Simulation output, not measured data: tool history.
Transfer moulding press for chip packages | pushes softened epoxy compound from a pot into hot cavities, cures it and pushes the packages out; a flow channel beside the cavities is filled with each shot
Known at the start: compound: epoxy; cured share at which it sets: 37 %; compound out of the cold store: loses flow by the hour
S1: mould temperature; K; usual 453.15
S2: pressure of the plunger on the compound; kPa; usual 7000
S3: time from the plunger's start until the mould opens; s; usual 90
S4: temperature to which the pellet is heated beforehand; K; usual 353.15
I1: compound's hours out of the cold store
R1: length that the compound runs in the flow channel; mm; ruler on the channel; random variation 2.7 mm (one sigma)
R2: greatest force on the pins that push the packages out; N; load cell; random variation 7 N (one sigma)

| run | hour | S1 | S2 | S3 | S4 | I1 | R1 | R2 |
|---|---|---|---|---|---|---|---|---|
| 1 | 0.0 | 453.15 | 7000 | 90 | 353.15 | 32.7 | 668 | 444 |
| 2 | 8.3 | 453.15 | 7000 | 90 | 353.15 | 39.9 | 643 | 465 |
| 3 | 19.6 | 453.15 | 7000 | 90 | 353.15 | 22.5 | 693 | 499 |
|  | 25.7 | cavities cleaned with cleaning compound and waxed |
| 4 | 30.4 | 453.15 | 7000 | 90 | 356.15 | 47.5 | 627 | 329 |
| 5 | 42.8 | 453.15 | 7000 | 90 | 356.15 | 38.4 | 646 | 420 |
| 6 | 54.7 | 453.15 | 7000 | 90 | 356.15 | 17.7 | 703 | 478 |
| 7 | 66.2 | 453.15 | 7000 | 90 | 356.15 | 43.3 | 631 | 493 |
|  | 72.4 | cavities cleaned with cleaning compound and waxed |
| 8 | 77.3 | 453.15 | 7000 | 90 | 356.15 | 35.0 | 653 | 338 |
| 9 | 83.4 | 453.15 | 7000 | 90 | 356.15 | 42.9 | 637 | 380 |
| 10 | 93.2 | 453.15 | 7000 | 90 | 353.15 | 31.8 | 664 | 450 |
| 11 | 103.1 | 453.15 | 7000 | 90 | 353.15 | 43.3 | 630 | 484 |
| 12 | 115.1 | 453.15 | 7000 | 90 | 353.15 | 17.5 | 702 | 513 |
|  | 118.2 | cavities cleaned with cleaning compound and waxed |
| 13 | 124.8 | 453.15 | 7000 | 90 | 353.15 | 28.3 | 669 | 357 |
| 14 | 137.1 | 453.15 | 7000 | 90 | 354.15 | 8.0 | 726 | 460 |
| 15 | 148.7 | 453.15 | 7000 | 90 | 354.15 | 18.8 | 694 | 511 |
| 16 | 160.6 | 452.15 | 8330 | 90 | 354.15 | 47.5 | 676 | 513 |
|  | 164.2 | cavities cleaned with cleaning compound and waxed |
| 17 | 174.4 | 454.15 | 6320 | 96 | 361.15 | 25.3 | 638 | 348 |
|  | 176.9 | mould's thermocouples calibrated |
| 18 | 184.5 | 454.15 | 6320 | 96 | 361.15 | 29.5 | 625 | 410 |
| 19 | 196.1 | 461.15 | 7420 | 74 | 353.15 | 35.3 | 645 | 445 |
|  | 203.3 | plunger's sealing rings changed |
| 20 | 207.2 | 453.15 | 7420 | 79 | 350.15 | 23.7 | 733 | 681 |
|  | 214.9 | cavities cleaned with cleaning compound and waxed |
| 21 | 220.8 | 453.15 | 7420 | 79 | 350.15 | 13.1 | 768 | 493 |
| 22 | 231.6 | 460.15 | 5770 | 101 | 357.15 | 34.0 | 602 | 339 |
| 23 | 238.6 | 460.15 | 5770 | 81 | 357.15 | 8.5 | 666 | 423 |
|  | 247.5 | mould's thermocouples calibrated, once more |
| 24 | 249.1 | 458.15 | 8780 | 108 | 346.15 | 20.8 | 788 | 380 |
| 25 | 254.8 | 458.15 | 8780 | 108 | 346.15 | 21.6 | 780 | 388 |
|  | 263.5 | cavities cleaned with cleaning compound and waxed |
| 26 | 266.0 | 458.15 | 8780 | 108 | 346.15 | 32.1 | 749 | 259 |
| 27 | 278.1 | 446.15 | 6610 | 99 | 353.15 | 45.7 | 645 | 508 |
| 28 | 284.7 | 446.15 | 6610 | 99 | 353.15 | 43.2 | 655 | 551 |
| 29 | 290.5 | 453.15 | 7000 | 73 | 345.15 | 39.1 | 657 | 678 |

Forecast each of these 3 alternatives for the next run:
| A | 300.4 | 453.15 | 7000 | 89 | 353.15 | 22.2 | ? | ? |
| B | 300.4 | 453.15 | 7000 | 90 | 352.15 | 43.9 | ? | ? |
| C | 300.4 | 456.15 | 7000 | 88 | 353.15 | 8.2 | ? | ? |

| run | R1 | R2 |
|---|---|---|
| A | 710 | 527 |
| B | 647 | 491 |
| C | 741 | 454 |
Without the tool's hidden state the same runs would have given:
| run | R1 | R2 |
|---|---|---|
| A | 717 | 309 |
| B | 654 | 288 |
| C | 749 | 264 |
